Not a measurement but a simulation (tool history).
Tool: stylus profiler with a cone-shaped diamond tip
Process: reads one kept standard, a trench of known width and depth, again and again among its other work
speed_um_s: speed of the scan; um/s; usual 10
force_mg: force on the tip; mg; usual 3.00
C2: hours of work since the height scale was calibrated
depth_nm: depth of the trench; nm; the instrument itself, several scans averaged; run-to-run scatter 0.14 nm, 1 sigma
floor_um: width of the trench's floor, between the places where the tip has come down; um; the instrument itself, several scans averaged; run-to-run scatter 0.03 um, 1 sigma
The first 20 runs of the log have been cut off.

{"run": 21, "hour": 790.6, "speed_um_s": 18, "force_mg": 1.55, "scans with this tip": 3148, "C2": 312, "depth_nm": 503.21, "floor_um": 14.99}
{"run": 22, "hour": 826.2, "speed_um_s": 4, "force_mg": 4.71, "scans with this tip": 3421, "C2": 339, "depth_nm": 506.21, "floor_um": 15.01}
{"run": 23, "hour": 883.0, "speed_um_s": 35, "force_mg": 2.38, "scans with this tip": 3856, "C2": 382, "depth_nm": 504.25, "floor_um": 14.87}
{"run": 24, "hour": 916.9, "speed_um_s": 30, "force_mg": 6.74, "scans with this tip": 4116, "C2": 408, "depth_nm": 508.21, "floor_um": 14.87}
{"run": 25, "hour": 955.2, "speed_um_s": 30, "force_mg": 6.74, "scans with this tip": 4410, "C2": 437, "depth_nm": 508.3, "floor_um": 14.88}
{"run": 26, "hour": 998.5, "speed_um_s": 30, "force_mg": 6.74, "scans with this tip": 4741, "C2": 470, "depth_nm": 508.29, "floor_um": 14.88}
{"run": 27, "hour": 1024.9, "speed_um_s": 8, "force_mg": 5.03, "scans with this tip": 4944, "C2": 490, "depth_nm": 506.84, "floor_um": 14.84}
{"run": 28, "hour": 1056.0, "speed_um_s": 15, "force_mg": 3.0, "scans with this tip": 5182, "C2": 513, "depth_nm": 505.21, "floor_um": 14.79}
{"run": 29, "hour": 1092.8, "speed_um_s": 5, "force_mg": 6.38, "scans with this tip": 5464, "C2": 541, "depth_nm": 508.22, "floor_um": 14.79}
{"run": 30, "hour": 1120.9, "speed_um_s": 22, "force_mg": 3.0, "scans with this tip": 5680, "C2": 563, "depth_nm": 505.18, "floor_um": 14.67}
{"run": 31, "hour": 1167.4, "speed_um_s": 22, "force_mg": 3.0, "scans with this tip": 6037, "C2": 598, "depth_nm": 505.26, "floor_um": 14.63}
{"run": 32, "hour": 1219.7, "speed_um_s": 22, "force_mg": 3.0, "scans with this tip": 6437, "C2": 638, "depth_nm": 505.12, "floor_um": 14.61}
{"run": 33, "hour": 1270.2, "speed_um_s": 22, "force_mg": 3.0, "scans with this tip": 6824, "C2": 676, "depth_nm": 505.24, "floor_um": 14.49}
{"run": 34, "hour": 1312.4, "speed_um_s": 22, "force_mg": 3.0, "scans with this tip": 7148, "C2": 708, "depth_nm": 505.39, "floor_um": 14.53}
{"run": 35, "hour": 1347.6, "speed_um_s": 10, "force_mg": 1.2, "scans with this tip": 7418, "C2": 735, "depth_nm": 503.15, "floor_um": 14.49}
{"run": 36, "hour": 1395.8, "speed_um_s": 4, "force_mg": 5.6, "scans with this tip": 7787, "C2": 771, "depth_nm": 507.52, "floor_um": 14.51}
{"run": 37, "hour": 1419.4, "speed_um_s": 4, "force_mg": 5.6, "scans with this tip": 7968, "C2": 789, "depth_nm": 507.61, "floor_um": 14.52}
{"run": 38, "hour": 1466.5, "speed_um_s": 25, "force_mg": 4.51, "scans with this tip": 8329, "C2": 825, "depth_nm": 506.92, "floor_um": 14.39}

What if the next run were any one of these 4? Each begins from the tool's condition after run 38:
{"run": "A", "hour": 1517.7, "speed_um_s": 13, "force_mg": 8.52, "scans with this tip": 8722, "C2": 864, "depth_nm": "?", "floor_um": "?"}
{"run": "B", "hour": 1517.7, "speed_um_s": 25, "force_mg": 1.17, "scans with this tip": 8722, "C2": 864, "depth_nm": "?", "floor_um": "?"}
{"run": "C", "hour": 1517.7, "speed_um_s": 7, "force_mg": 1.39, "scans with this tip": 8722, "C2": 864, "depth_nm": "?", "floor_um": "?"}
{"run": "D", "hour": 1517.7, "speed_um_s": 14, "force_mg": 5.86, "scans with this tip": 8722, "C2": 864, "depth_nm": "?", "floor_um": "?"}

run=A depth_nm=510.13 floor_um=14.36
run=B depth_nm=503.35 floor_um=14.19
run=C depth_nm=504.01 floor_um=14.32
run=D depth_nm=508.06 floor_um=14.33
Had the tool no hidden state, the same runs would have come out as:
run=A depth_nm=509.14 floor_um=15.62
run=B depth_nm=502.37 floor_um=15.45
run=C depth_nm=503.02 floor_um=15.58
run=D depth_nm=507.07 floor_um=15.59
